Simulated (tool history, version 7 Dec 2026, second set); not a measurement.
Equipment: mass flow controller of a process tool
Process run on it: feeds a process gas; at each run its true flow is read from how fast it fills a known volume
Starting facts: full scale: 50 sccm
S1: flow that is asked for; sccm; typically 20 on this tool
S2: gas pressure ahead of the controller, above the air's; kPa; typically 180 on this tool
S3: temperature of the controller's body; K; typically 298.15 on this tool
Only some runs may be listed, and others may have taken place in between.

run 1 hour=0 | S1=20 S2=180 S3=298.15 | true_flow_(%)=99.65
run 2 hour=94.1 | S1=28 S2=180 S3=298.15 | true_flow_(%)=99.6
run 3 hour=177.1 | S1=28 S2=180 S3=298.15 | true_flow_(%)=99.49
run 4 hour=266.7 | S1=20 S2=180 S3=298.15 | true_flow_(%)=99.47
run 5 hour=328.7 | S1=20 S2=180 S3=298.15 | true_flow_(%)=99.42
run 6 hour=415.5 | S1=20 S2=180 S3=298.15 | true_flow_(%)=99.32
run 7 hour=529.3 | S1=20 S2=180 S3=298.15 | true_flow_(%)=99.23
run 8 hour=594 | S1=20 S2=180 S3=298.15 | true_flow_(%)=99.2
run 9 hour=703.2 | S1=20 S2=180 S3=294.15 | true_flow_(%)=98.98
run 10 hour=794.7 | S1=7 S2=180 S3=298.15 | true_flow_(%)=98.88
run 11 hour=889.5 | S1=7 S2=216 S3=298.15 | true_flow_(%)=99.11
run 12 hour=978 | S1=20 S2=170 S3=298.15 | true_flow_(%)=98.78
run 13 hour=1029 | S1=20 S2=170 S3=298.15 | true_flow_(%)=98.79
run 14 hour=1083.1 | S1=20 S2=170 S3=298.15 | true_flow_(%)=98.79
run 15 hour=1185.5 | S1=20 S2=170 S3=298.15 | true_flow_(%)=98.88
run 16 hour=1256 | S1=20 S2=180 S3=298.15 | true_flow_(%)=98.75
run 17 hour=1325.7 | S1=12 S2=180 S3=312.15 | true_flow_(%)=99.26
run 18 hour=1404.7 | S1=27 S2=242 S3=308.15 | true_flow_(%)=99.7
run 19 hour=1498.5 | S1=39 S2=180 S3=297.15 | true_flow_(%)=98.73
run 20 hour=1585.3 | S1=39 S2=180 S3=297.15 | true_flow_(%)=98.63
run 21 hour=1634.6 | S1=11 S2=180 S3=309.15 | true_flow_(%)=98.88
run 22 hour=1686 | S1=11 S2=180 S3=309.15 | true_flow_(%)=98.85
run 23 hour=1769 | S1=11 S2=180 S3=309.15 | true_flow_(%)=98.85
run 24 hour=1867.4 | S1=11 S2=180 S3=309.15 | true_flow_(%)=98.78
run 25 hour=1960.4 | S1=15 S2=257 S3=298.15 | true_flow_(%)=98.76
run 26 hour=2077.9 | S1=15 S2=152 S3=307.15 | true_flow_(%)=98.41
run 27 hour=2133.8 | S1=15 S2=152 S3=307.15 | true_flow_(%)=98.5
run 28 hour=2224.1 | S1=15 S2=152 S3=307.15 | true_flow_(%)=98.36
-- hour=2262.7 gauge calibrated
run 29 hour=2285.4 | S1=15 S2=263 S3=310.15 | true_flow_(%)=100.74
run 30 hour=2373.7 | S1=15 S2=263 S3=310.15 | true_flow_(%)=100.64
run 31 hour=2429.7 | S1=20 S2=180 S3=309.15 | true_flow_(%)=99.97

What if the next run were any one of these 5? Each begins from the tool's condition after run 31:
run A hour=2544.6 | S1=16 S2=180 S3=311.15 | true_flow_(%)=?
run B hour=2544.6 | S1=23 S2=203 S3=301.15 | true_flow_(%)=?
run C hour=2544.6 | S1=17 S2=169 S3=297.15 | true_flow_(%)=?
run D hour=2544.6 | S1=20 S2=176 S3=309.15 | true_flow_(%)=?
run E hour=2544.6 | S1=18 S2=178 S3=309.15 | true_flow_(%)=?

run=A true_flow_(%)=100.06
run=B true_flow_(%)=99.72
run=C true_flow_(%)=99.13
run=D true_flow_(%)=99.87
run=E true_flow_(%)=99.8
Had the tool no hidden state, the same runs would have come out as:
run=A true_flow_(%)=100.26
run=B true_flow_(%)=99.92
run=C true_flow_(%)=99.33
run=D true_flow_(%)=100.06
run=E true_flow_(%)=99.99

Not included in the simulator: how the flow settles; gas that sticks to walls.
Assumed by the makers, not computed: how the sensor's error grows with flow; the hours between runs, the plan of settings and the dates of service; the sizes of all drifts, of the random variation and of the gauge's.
